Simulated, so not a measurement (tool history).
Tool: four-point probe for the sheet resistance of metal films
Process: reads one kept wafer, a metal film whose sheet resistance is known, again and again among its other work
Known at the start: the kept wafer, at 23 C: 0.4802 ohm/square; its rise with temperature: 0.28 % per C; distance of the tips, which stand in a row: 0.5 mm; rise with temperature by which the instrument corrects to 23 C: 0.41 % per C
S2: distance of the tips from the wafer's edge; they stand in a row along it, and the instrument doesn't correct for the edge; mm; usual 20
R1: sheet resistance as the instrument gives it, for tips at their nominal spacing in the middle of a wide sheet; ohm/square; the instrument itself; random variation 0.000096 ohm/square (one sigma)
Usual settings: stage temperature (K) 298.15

{"run": 1, "hour": 0.0, "stage temperature (K)": 298.15, "S2": 20, "R1": 0.479113}
{"run": 2, "hour": 24.4, "stage temperature (K)": 298.15, "S2": 20, "R1": 0.479195}
{"run": 3, "hour": 80.7, "stage temperature (K)": 298.15, "S2": 4, "R1": 0.483173}
{"run": 4, "hour": 114.7, "stage temperature (K)": 298.15, "S2": 20, "R1": 0.479331}
{"run": 5, "hour": 142.8, "stage temperature (K)": 298.15, "S2": 20, "R1": 0.479396}
{"run": 6, "hour": 175.0, "stage temperature (K)": 298.15, "S2": 20, "R1": 0.479259}
{"run": 7, "hour": 223.9, "stage temperature (K)": 298.15, "S2": 25, "R1": 0.479345}
{"run": 8, "hour": 256.7, "stage temperature (K)": 304.15, "S2": 51, "R1": 0.476139}
{"run": 9, "hour": 315.0, "stage temperature (K)": 304.15, "S2": 51, "R1": 0.476256}
{"run": 10, "hour": 339.3, "stage temperature (K)": 299.15, "S2": 54, "R1": 0.47879}
{"run": 11, "hour": 383.2, "stage temperature (K)": 294.15, "S2": 57, "R1": 0.481805}
{"run": 12, "hour": 412.9, "stage temperature (K)": 298.15, "S2": 34, "R1": 0.479089}
{"run": 13, "hour": 469.5, "stage temperature (K)": 296.15, "S2": 20, "R1": 0.480262}
{"run": 14, "hour": 514.1, "stage temperature (K)": 296.15, "S2": 20, "R1": 0.480079}

Taken out of this log: 2 entries between the listed runs. Where each belongs, and how the hidden state differs across it:
Between runs 7 and 8: stage's thermometer calibrated (hour 229.9)
  inner tips' distance over the nominal, %: -0.05 -> -0.046; wafer's true temperature over the reading, C: 0.33 -> 0.46
  measured less the result without the state, R1: +0.000193 -> +0.000369 ohm/square
Between runs 11 and 12: stage's thermometer calibrated, once more (hour 391.7)
  inner tips' distance over the nominal, %: -0.031 -> -0.027; wafer's true temperature over the reading, C: 0.48 -> -0.01
  measured less the result without the state, R1: +0.000495 -> -0.00015 ohm/square
